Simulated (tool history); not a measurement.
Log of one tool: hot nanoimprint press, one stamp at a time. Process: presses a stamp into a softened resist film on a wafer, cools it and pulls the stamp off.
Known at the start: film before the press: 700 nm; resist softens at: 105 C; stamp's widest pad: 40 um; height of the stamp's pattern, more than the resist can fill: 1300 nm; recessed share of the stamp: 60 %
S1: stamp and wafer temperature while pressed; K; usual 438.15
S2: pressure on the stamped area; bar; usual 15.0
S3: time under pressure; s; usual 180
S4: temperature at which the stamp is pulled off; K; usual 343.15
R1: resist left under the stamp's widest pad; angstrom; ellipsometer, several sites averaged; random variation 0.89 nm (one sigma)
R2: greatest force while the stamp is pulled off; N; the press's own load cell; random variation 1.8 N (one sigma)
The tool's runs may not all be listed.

Run 1, day 0.000: usual settings. Result: R1 3152 angstrom, R2 168 N.
Run 2, day 3.850: usual settings. Result: R1 3176 angstrom, R2 171 N.
Run 3, day 7.688: usual settings but S4 331.15 K. Result: R1 3167 angstrom, R2 226 N.
Run 4, day 9.533: usual settings but S4 331.15 K. Result: R1 3170 angstrom, R2 226 N.
Run 5, day 12.733: usual settings but S4 331.15 K. Result: R1 3159 angstrom, R2 226 N.
Run 6, day 16.483: usual settings but S4 331.15 K. Result: R1 3178 angstrom, R2 226 N.
Run 7, day 19.692: usual settings. Result: R1 3168 angstrom, R2 173 N.
Run 8, day 22.308: usual settings. Result: R1 3159 angstrom, R2 166 N.
Run 9, day 25.562: usual settings but S2 14.1 bar. Result: R1 3264 angstrom, R2 170 N.
Run 10, day 28.492: usual settings but S2 14.1 bar. Result: R1 3248 angstrom, R2 169 N.
Run 11, day 31.712: usual settings but S2 14.1 bar. Result: R1 3262 angstrom, R2 169 N.
Run 12, day 35.575: usual settings but S2 14.1 bar. Result: R1 3270 angstrom, R2 171 N.
Run 13, day 38.333: usual settings but S2 14.1 bar. Result: R1 3266 angstrom, R2 173 N.
Run 14, day 41.092: usual settings but S2 14.1 bar. Result: R1 3254 angstrom, R2 169 N.
Run 15, day 43.288: usual settings but S2 14.1 bar. Result: R1 3243 angstrom, R2 167 N.
Run 16, day 45.904: usual settings but S1 446.15 K, S2 13.6 bar, S4 348.15 K. Result: R1 2081 angstrom, R2 143 N.
Run 17, day 49.058: usual settings but S1 446.15 K, S2 13.6 bar, S4 348.15 K. Result: R1 2078 angstrom, R2 142 N.
Run 18, day 51.071: usual settings but S1 446.15 K, S2 13.6 bar, S4 348.15 K. Result: R1 2076 angstrom, R2 143 N.
Run 19, day 54.712: usual settings but S1 446.15 K, S2 13.6 bar, S4 348.15 K. Result: R1 2074 angstrom, R2 150 N.
Run 20, day 58.192: usual settings but S1 442.15 K, S2 10.0 bar, S3 175 s, S4 345.15 K. Result: R1 3103 angstrom, R2 158 N.
Run 21, day 60.100: usual settings but S1 431.15 K, S2 18.8 bar. Result: R1 4290 angstrom, R2 172 N.
Run 22, day 64.025: usual settings but S1 437.15 K, S3 293 s. Result: R1 2823 angstrom, R2 168 N.
Run 23, day 66.242: usual settings but S2 14.7 bar. Result: R1 3191 angstrom, R2 169 N.
Run 24, day 68.367: usual settings but S2 14.7 bar. Result: R1 3195 angstrom, R2 169 N.
Run 25, day 71.408: usual settings but S3 178 s, S4 340.15 K. Result: R1 3174 angstrom, R2 186 N.
Run 26, day 73.592: usual settings but S3 178 s, S4 336.15 K. Result: R1 3173 angstrom, R2 202 N.
Run 27, day 76.112: usual settings but S1 439.15 K. Result: R1 2967 angstrom, R2 168 N.
Run 28, day 79.571: usual settings but S2 23.9 bar. Result: R1 2481 angstrom, R2 167 N.
Run 29, day 82.525: usual settings but S1 439.15 K, S2 15.9 bar, S3 184 s, S4 337.15 K. Result: R1 2861 angstrom, R2 194 N.

Not shown: 8 entries that the log had between the listed runs. Between which runs, and how does the tool's hidden state differ before and after?
Between runs 1 and 2: stamp cleaned and given a new release coat (day 2.946)
  pressure that arrives at the usual setting, %: 99.94 -> 99.92; grip of the stamp's worn release coat, % over a new coat's: 0.7 -> 0
Between runs 6 and 7: stamp cleaned and given a new release coat (day 17.912)
  pressure that arrives at the usual setting, %: 99.88 -> 99.87; grip of the stamp's worn release coat, % over a new coat's: 0.7 -> 0.1
Between runs 11 and 12: stamp cleaned and given a new release coat (day 33.025)
  pressure that arrives at the usual setting, %: 99.83 -> 99.82; grip of the stamp's worn release coat, % over a new coat's: 0.8 -> 0.1
Between runs 14 and 15: plate thermocouple calibrated (day 42.392)
  true temperature over the reading, C: 0.04 -> 0.01; pressure that arrives at the usual setting, %: 99.8 -> 99.79; grip of the stamp's worn release coat, % over a new coat's: 0.4 -> 0.6
Between runs 16 and 17: stamp cleaned and given a new release coat (day 48.375)
  pressure that arrives at the usual setting, %: 99.78 -> 99.77; grip of the stamp's worn release coat, % over a new coat's: 0.7 -> 0
Between runs 21 and 22: stamp cleaned and given a new release coat (day 63.488)
  pressure that arrives at the usual setting, %: 99.74 -> 99.73; grip of the stamp's worn release coat, % over a new coat's: 0.6 -> 0
Between runs 27 and 28: stamp cleaned and given a new release coat (day 78.696)
  pressure that arrives at the usual setting, %: 99.69 -> 99.68; grip of the stamp's worn release coat, % over a new coat's: 0.7 -> 0
Between runs 28 and 29: press's hydraulic seals changed and the load cell set to zero (day 80.521)
  true temperature over the reading, C: 0.03 -> 0.04; pressure that arrives at the usual setting, %: 99.68 -> 100.01; grip of the stamp's worn release coat, % over a new coat's: 0 -> 0.2
